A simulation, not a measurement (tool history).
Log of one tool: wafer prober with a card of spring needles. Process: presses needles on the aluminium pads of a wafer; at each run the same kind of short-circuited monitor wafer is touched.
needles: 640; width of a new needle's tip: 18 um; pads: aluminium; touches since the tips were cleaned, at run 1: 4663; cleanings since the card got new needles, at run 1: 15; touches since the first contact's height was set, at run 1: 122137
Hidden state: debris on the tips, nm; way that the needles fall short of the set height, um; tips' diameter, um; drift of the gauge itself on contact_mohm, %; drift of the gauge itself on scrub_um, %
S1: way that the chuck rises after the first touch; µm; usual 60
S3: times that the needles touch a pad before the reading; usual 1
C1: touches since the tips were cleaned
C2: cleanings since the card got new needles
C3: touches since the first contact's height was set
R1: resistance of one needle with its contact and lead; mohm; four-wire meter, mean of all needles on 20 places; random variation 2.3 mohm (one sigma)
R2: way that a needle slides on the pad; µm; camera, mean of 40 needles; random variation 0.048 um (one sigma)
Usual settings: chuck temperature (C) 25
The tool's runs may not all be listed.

{"run": 1, "hour": 0.0, "S1": 60, "chuck temperature (C)": 25, "S3": 1, "C1": 4663, "C2": 15, "C3": 122137, "R1": 259, "R2": 9.32}
{"hour": 13.7, "done": "tips cleaned on abrasive film"}
{"hour": 49.6, "done": "tips cleaned on abrasive film"}
{"run": 2, "hour": 75.1, "S1": 60, "chuck temperature (C)": 25, "S3": 1, "C1": 4847, "C2": 17, "C3": 136335, "R1": 252, "R2": 9.48}
{"hour": 84.9, "done": "tips cleaned on abrasive film"}
{"hour": 95.4, "done": "height of the first contact set anew"}
{"run": 3, "hour": 116.0, "S1": 60, "chuck temperature (C)": 25, "S3": 1, "C1": 5831, "C2": 18, "C3": 3893, "R1": 254, "R2": 9.37}
{"hour": 122.8, "done": "tips cleaned on abrasive film"}
{"hour": 158.6, "done": "tips cleaned on abrasive film"}
{"run": 4, "hour": 161.5, "S1": 69, "chuck temperature (C)": 25, "S3": 1, "C1": 547, "C2": 20, "C3": 12487, "R1": 251, "R2": 10.84}
{"hour": 195.4, "done": "tips cleaned on abrasive film"}
{"run": 5, "hour": 207.5, "S1": 69, "chuck temperature (C)": 25, "S3": 1, "C1": 2287, "C2": 21, "C3": 21179, "R1": 251, "R2": 10.83}
{"hour": 234.9, "done": "tips cleaned on abrasive film"}
{"run": 6, "hour": 246.9, "S1": 69, "chuck temperature (C)": 25, "S3": 1, "C1": 2276, "C2": 22, "C3": 28615, "R1": 254, "R2": 10.95}
{"hour": 272.1, "done": "tips cleaned on abrasive film"}
{"run": 7, "hour": 294.9, "S1": 60, "chuck temperature (C)": 43, "S3": 1, "C1": 4312, "C2": 23, "C3": 37694, "R1": 263, "R2": 9.52}
{"hour": 311.1, "done": "tips cleaned on abrasive film"}
{"hour": 351.0, "done": "tips cleaned on abrasive film"}
{"run": 8, "hour": 353.5, "S1": 72, "chuck temperature (C)": 43, "S3": 1, "C1": 484, "C2": 25, "C3": 48760, "R1": 257, "R2": 11.34}
{"hour": 386.7, "done": "tips cleaned on abrasive film"}
{"hour": 423.6, "done": "tips cleaned on abrasive film"}
{"run": 9, "hour": 429.5, "S1": 59, "chuck temperature (C)": 107, "S3": 1, "C1": 1109, "C2": 27, "C3": 63110, "R1": 281, "R2": 9.38}
{"hour": 462.1, "done": "tips cleaned on abrasive film"}
{"run": 10, "hour": 481.5, "S1": 59, "chuck temperature (C)": 107, "S3": 1, "C1": 3678, "C2": 28, "C3": 72949, "R1": 277, "R2": 9.33}
{"hour": 496.7, "done": "tips cleaned on abrasive film"}
{"run": 11, "hour": 520.5, "S1": 53, "chuck temperature (C)": 107, "S3": 1, "C1": 4494, "C2": 29, "C3": 80314, "R1": 284, "R2": 8.39}

Forecast each of these 5 alternatives for the next run:
{"hour": 534.7, "done": "tips cleaned on abrasive film"}
{"hour": 570.7, "done": "tips cleaned on abrasive film"}
{"run": "A", "hour": 580.6, "S1": 60, "chuck temperature (C)": 64, "S3": 2, "C1": 1866, "C2": 31, "C3": 91659, "R1": "?", "R2": "?"}
{"hour": 534.7, "done": "tips cleaned on abrasive film"}
{"hour": 570.7, "done": "tips cleaned on abrasive film"}
{"run": "B", "hour": 580.6, "S1": 60, "chuck temperature (C)": 25, "S3": 2, "C1": 1866, "C2": 31, "C3": 91659, "R1": "?", "R2": "?"}
{"hour": 534.7, "done": "tips cleaned on abrasive film"}
{"hour": 570.7, "done": "tips cleaned on abrasive film"}
{"run": "C", "hour": 580.6, "S1": 53, "chuck temperature (C)": 27, "S3": 2, "C1": 1866, "C2": 31, "C3": 91659, "R1": "?", "R2": "?"}
{"hour": 534.7, "done": "tips cleaned on abrasive film"}
{"hour": 570.7, "done": "tips cleaned on abrasive film"}
{"run": "D", "hour": 580.6, "S1": 43, "chuck temperature (C)": 25, "S3": 1, "C1": 1866, "C2": 31, "C3": 91659, "R1": "?", "R2": "?"}
{"hour": 534.7, "done": "tips cleaned on abrasive film"}
{"hour": 570.7, "done": "tips cleaned on abrasive film"}
{"run": "E", "hour": 580.6, "S1": 40, "chuck temperature (C)": 25, "S3": 2, "C1": 1866, "C2": 31, "C3": 91659, "R1": "?", "R2": "?"}

run=A R1=266 R2=9.57
run=B R1=259 R2=9.64
run=C R1=260 R2=8.44
run=D R1=266 R2=6.91
run=E R1=265 R2=6.36
Without the tool's hidden state the same runs would have given:
run=A R1=266 R2=9.41
run=B R1=259 R2=9.47
run=C R1=260 R2=8.30
run=D R1=265 R2=6.80
run=E R1=265 R2=6.25
